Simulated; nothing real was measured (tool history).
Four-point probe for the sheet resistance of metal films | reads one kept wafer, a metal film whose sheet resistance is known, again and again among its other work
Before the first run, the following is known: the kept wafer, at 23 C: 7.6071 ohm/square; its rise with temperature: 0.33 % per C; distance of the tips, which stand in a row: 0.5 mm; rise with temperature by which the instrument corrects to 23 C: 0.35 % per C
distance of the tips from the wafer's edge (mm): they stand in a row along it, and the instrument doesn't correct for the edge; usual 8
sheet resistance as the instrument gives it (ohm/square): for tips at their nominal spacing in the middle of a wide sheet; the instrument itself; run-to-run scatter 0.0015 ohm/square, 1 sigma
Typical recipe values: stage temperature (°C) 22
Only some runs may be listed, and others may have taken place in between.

run	hour	stage temperature (°C)	distance of the tips from the wafer's edge (mm)	sheet resistance as the instrument gives it (ohm/square)
1	0	22	8	7.600911
2	23.6	22	8	7.600654
3	49.8	22	8	7.598333
4	94.8	22	10	7.594222
5	118.6	22	10	7.594507
6	148.5	22	10	7.595771
7	194.1	19	8	7.605408
8	228.3	19	8	7.601452
9	255.8	19	8	7.60251
10	290.6	19	48	7.58532
11	311	19	48	7.585983
12	335.9	33	63	7.566439
13	360.7	23	8	7.597821
# hour 372: stage's thermometer calibrated
14	384.8	28	30	7.590232
15	421.1	31	14	7.588763
16	463.5	20	8	7.612688
17	497.7	27	33	7.589387
18	525.9	18	17	7.606638
19	573.2	18	17	7.605088
20	603.6	18	17	7.605577
21	638.8	21	19	7.59934
22	659.2	21	19	7.597367

Had the tool no unlogged condition, and each run kept its random variation, what would the results have been?
The tool's hidden condition here consists of: inner tips' distance over the nominal, %; tips' flats over new ones', %; wafer's true temperature over the reading, C; drift of the gauge itself on sheet_ohm, %.
run	sheet resistance as the instrument gives it (ohm/square)
1	7.625458
2	7.625402
3	7.623303
4	7.61958
5	7.620086
6	7.621633
7	7.63186
8	7.628196
9	7.629504
10	7.612568
11	7.613417
12	7.593348
13	7.625537
14	7.602126
15	7.600985
16	7.625318
17	7.602294
18	7.619815
19	7.618671
20	7.619425
21	7.613488
22	7.611695
